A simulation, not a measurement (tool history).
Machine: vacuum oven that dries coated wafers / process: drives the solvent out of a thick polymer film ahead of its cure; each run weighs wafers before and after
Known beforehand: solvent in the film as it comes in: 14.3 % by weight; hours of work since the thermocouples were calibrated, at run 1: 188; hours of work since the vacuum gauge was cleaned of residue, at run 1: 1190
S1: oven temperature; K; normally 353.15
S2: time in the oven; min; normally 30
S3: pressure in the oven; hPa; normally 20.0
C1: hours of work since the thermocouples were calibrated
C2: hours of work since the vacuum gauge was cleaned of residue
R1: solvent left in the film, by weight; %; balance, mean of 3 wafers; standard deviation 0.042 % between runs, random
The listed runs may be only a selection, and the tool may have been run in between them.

run    hour      S1  S2    S3   C1    C2     R1
  1     0.0  353.15  30  20.0  188  1190   3.57
  2    51.4  353.15  30  20.0  215  1217   3.60
  3   106.7  353.15  30  20.0  245  1247   3.63
  4   201.2  353.15  30  20.0  295  1297   3.61
  5   244.2  353.15  30  26.5  318  1320   4.17
  6   328.7  353.15  30  20.0  363  1366   3.59
  7   411.6  353.15  30  20.0  408  1410   3.54
  8   449.7  353.15  30  20.0  428  1430   3.59
  9   531.1  353.15  30  20.0  472  1474   3.61
 10   618.7  353.15  30  20.0  518  1521   3.53
 11   671.9  353.15  30  20.0  547  1549   3.63
 12   760.9  353.15  30  20.0  594  1597   3.58
 13   845.0  353.15  30  20.0  639  1642   3.53
 14   938.4  353.15  30  20.0  689  1692   3.55
 15  1009.9  353.15  32  20.0  728  1730   3.43
 16  1085.1  345.15  30  20.0  768  1770   5.68
 17  1133.5  353.15  30  20.0  794  1796   3.53
 18  1182.7  353.15  30  20.0  820  1822   3.55
 19  1234.3  353.15  30  20.0  848  1850   3.46
     1245.1  -- oven's thermocouples calibrated
 20  1297.4  353.15  25  20.0   28  1882   4.06
 21  1361.8  353.15  25  20.0   62  1917   4.08
     1404.0  -- vacuum gauge cleaned of residue and calibrated
 22  1424.1  353.15  25  20.0   95    11   3.85
 23  1485.9  353.15  25  20.0  128    44   3.86
 24  1531.2  361.15  16  37.4  152    68   4.55
 25  1593.6  353.15  22  41.4  186   101   5.90
 26  1685.4  368.15  30  59.5  235   150   3.17
     1702.9  -- oven's thermocouples calibrated, once more
 27  1741.1  349.15  30  19.2   20   179   4.17
 28  1790.3  364.15  30  17.9   47   205   1.48
 29  1846.9  359.15  21  26.9   77   236   3.55
 30  1897.0  364.15  32  26.9  104   262   1.92
 31  1970.2  360.15  32  66.1  143   302   5.02
 32  2062.7  360.15  32  66.1  192   351   5.09
 33  2101.9  342.15  37  66.1  213   372  10.73
 34  2187.0  353.15  30  56.8  259   418   6.34
 35  2233.6  344.15  20  14.9  284   442   6.65
 36  2300.7  339.15  20  14.9  320   478   7.81
 37  2388.6  341.15  21  11.3  367   525   6.73
 38  2467.4  341.15  21  11.3  409   567   6.88

Some steps in R1, run to run, broken into two amounts with sign: the step expected even without the hidden condition (settings, incoming material, random variation), and the rest, left for the hidden condition together with whatever gauge scatter is not in both the measured and the hidden-condition-free result:
What the log doesn't record here: true wafer temperature over the reading, C; true pressure over the reading, kPa; drift of the gauge itself on solvent_pct, %.
Run 21 -> 22: vacuum gauge cleaned of residue and calibrated. R1 -0.23 %: hidden state -0.22, all else -0.01.
Run 25 -> 26: S1 353.15 -> 368.15, S2 22 -> 30, S3 41.4 -> 59.5. R1 -2.73 %: hidden state +0.07, all else -2.80.
Run 30 -> 31: S1 364.15 -> 360.15, S3 26.9 -> 66.1. R1 +3.10 %: hidden state -0.04, all else +3.14.
Run 32 -> 33: S1 360.15 -> 342.15, S2 32 -> 37. R1 +5.64 %: hidden state -0.06, all else +5.70.
Run 33 -> 34: S1 342.15 -> 353.15, S2 37 -> 30, S3 66.1 -> 56.8. R1 -4.39 %: hidden state +0.03, all else -4.42.

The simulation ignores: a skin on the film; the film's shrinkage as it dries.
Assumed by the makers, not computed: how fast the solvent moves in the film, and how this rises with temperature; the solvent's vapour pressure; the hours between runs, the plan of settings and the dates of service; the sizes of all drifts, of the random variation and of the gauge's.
